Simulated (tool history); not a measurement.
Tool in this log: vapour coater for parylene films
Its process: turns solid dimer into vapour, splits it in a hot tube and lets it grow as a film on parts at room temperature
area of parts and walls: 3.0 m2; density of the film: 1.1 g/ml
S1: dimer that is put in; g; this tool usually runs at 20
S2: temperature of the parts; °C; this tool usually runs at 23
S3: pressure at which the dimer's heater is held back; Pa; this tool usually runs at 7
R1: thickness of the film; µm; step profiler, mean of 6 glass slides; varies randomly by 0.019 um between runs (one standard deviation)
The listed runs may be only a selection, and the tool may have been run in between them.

| run | day | S1 | S2 | S3 | R1 |
|---|---|---|---|---|---|
| 1 | 0 | 20 | 23 | 7 | 4.24 |
| 2 | 2.454 | 12 | 23 | 7 | 2.54 |
| 3 | 5.508 | 12 | 23 | 7 | 2.49 |
|  | 6.075 | trap's valve overhauled |
| 4 | 7.558 | 12 | 23 | 7 | 2.64 |
| 5 | 9.621 | 12 | 23 | 7 | 2.62 |
| 6 | 12.092 | 20 | 23 | 7 | 4.35 |
| 7 | 14.475 | 20 | 23 | 8.82 | 4.18 |
| 8 | 16.088 | 20 | 23 | 7 | 4.28 |
|  | 17.725 | trap's valve overhauled |
| 9 | 17.725 | 20 | 23 | 7 | 4.44 |
| 10 | 20.271 | 20 | 23 | 7 | 4.41 |
| 11 | 23.129 | 20 | 18 | 7 | 5.3 |
| 12 | 25.404 | 33 | 34 | 10.15 | 4.49 |
| 13 | 28.05 | 9 | 23 | 5.35 | 1.98 |
|  | 29.421 | trap's valve overhauled |
| 14 | 30.808 | 17 | 23 | 3.34 | 4.13 |
| 15 | 32.517 | 12 | 23 | 7 | 2.65 |
| 16 | 34.304 | 10 | 23 | 3.84 | 2.35 |
| 17 | 35.846 | 10 | 23 | 3.84 | 2.31 |
| 18 | 38.025 | 21 | 27 | 4.03 | 4.18 |
| 19 | 39.679 | 21 | 27 | 4.03 | 4.15 |

What if the next run were any one of these 5? Each begins from the tool's condition after run 19:
|  | 41.133 | trap's valve overhauled |
| A | 43.025 | 20 | 23 | 7.83 | ? |
|  | 41.133 | trap's valve overhauled |
| B | 43.025 | 21 | 25 | 4.03 | ? |
|  | 41.133 | trap's valve overhauled |
| C | 43.025 | 14 | 17 | 2.33 | ? |
|  | 41.133 | trap's valve overhauled |
| D | 43.025 | 12 | 27 | 4.03 | ? |
|  | 41.133 | trap's valve overhauled |
| E | 43.025 | 21 | 18 | 6.17 | ? |

| run | R1 |
|---|---|
| A | 4.45 |
| B | 4.64 |
| C | 4.11 |
| D | 2.46 |
| E | 5.76 |
Without the tool's hidden state the same runs would have given:
| run | R1 |
|---|---|
| A | 4.22 |
| B | 4.4 |
| C | 4.14 |
| D | 2.33 |
| E | 5.46 |

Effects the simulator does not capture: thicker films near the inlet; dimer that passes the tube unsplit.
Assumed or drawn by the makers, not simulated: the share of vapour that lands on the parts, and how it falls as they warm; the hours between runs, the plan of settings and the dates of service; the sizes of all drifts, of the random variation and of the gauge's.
